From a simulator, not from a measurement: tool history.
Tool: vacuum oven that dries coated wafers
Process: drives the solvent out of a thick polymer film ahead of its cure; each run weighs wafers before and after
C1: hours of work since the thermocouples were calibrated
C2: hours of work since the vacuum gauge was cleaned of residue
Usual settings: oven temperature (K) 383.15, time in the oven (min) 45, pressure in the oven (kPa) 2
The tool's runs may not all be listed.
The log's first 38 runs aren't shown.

run 39 hour=2155.6 | oven_temperature_(K)=385.15 time_in_the_oven_(min)=45 pressure_in_the_oven_(kPa)=2 | C1=1030 C2=746 | solvent_left_in_the_film_(%)=2.16
run 40 hour=2227 | oven_temperature_(K)=381.15 time_in_the_oven_(min)=36 pressure_in_the_oven_(kPa)=2 | C1=1073 C2=789 | solvent_left_in_the_film_(%)=3.95
run 41 hour=2290 | oven_temperature_(K)=391.15 time_in_the_oven_(min)=59 pressure_in_the_oven_(kPa)=1.76 | C1=1112 C2=828 | solvent_left_in_the_film_(%)=0.74
run 42 hour=2334.9 | oven_temperature_(K)=383.15 time_in_the_oven_(min)=42 pressure_in_the_oven_(kPa)=1.47 | C1=1139 C2=855 | solvent_left_in_the_film_(%)=2.81
run 43 hour=2382.4 | oven_temperature_(K)=373.15 time_in_the_oven_(min)=48 pressure_in_the_oven_(kPa)=2 | C1=1168 C2=884 | solvent_left_in_the_film_(%)=5.1
run 44 hour=2415.4 | oven_temperature_(K)=382.15 time_in_the_oven_(min)=74 pressure_in_the_oven_(kPa)=2 | C1=1188 C2=904 | solvent_left_in_the_film_(%)=1.56
run 45 hour=2495.4 | oven_temperature_(K)=384.15 time_in_the_oven_(min)=74 pressure_in_the_oven_(kPa)=6.48 | C1=1237 C2=953 | solvent_left_in_the_film_(%)=2.4
run 46 hour=2532 | oven_temperature_(K)=374.15 time_in_the_oven_(min)=43 pressure_in_the_oven_(kPa)=6.48 | C1=1259 C2=975 | solvent_left_in_the_film_(%)=6.4

Forecast each of these 4 alternatives for the next run:
run A hour=2569.6 | oven_temperature_(K)=379.15 time_in_the_oven_(min)=70 pressure_in_the_oven_(kPa)=6.48 | C1=1282 C2=998 | solvent_left_in_the_film_(%)=?
run B hour=2569.6 | oven_temperature_(K)=383.15 time_in_the_oven_(min)=23 pressure_in_the_oven_(kPa)=5.59 | C1=1282 C2=998 | solvent_left_in_the_film_(%)=?
run C hour=2569.6 | oven_temperature_(K)=376.15 time_in_the_oven_(min)=38 pressure_in_the_oven_(kPa)=6.48 | C1=1282 C2=998 | solvent_left_in_the_film_(%)=?
run D hour=2569.6 | oven_temperature_(K)=390.15 time_in_the_oven_(min)=64 pressure_in_the_oven_(kPa)=1.21 | C1=1282 C2=998 | solvent_left_in_the_film_(%)=?

run=A solvent_left_in_the_film_(%)=3.61
run=B solvent_left_in_the_film_(%)=5.78
run=C solvent_left_in_the_film_(%)=6.23
run=D solvent_left_in_the_film_(%)=0.68
Without the tool's hidden state the same runs would have given:
run=A solvent_left_in_the_film_(%)=2.89
run=B solvent_left_in_the_film_(%)=4.99
run=C solvent_left_in_the_film_(%)=5.37
run=D solvent_left_in_the_film_(%)=0.46
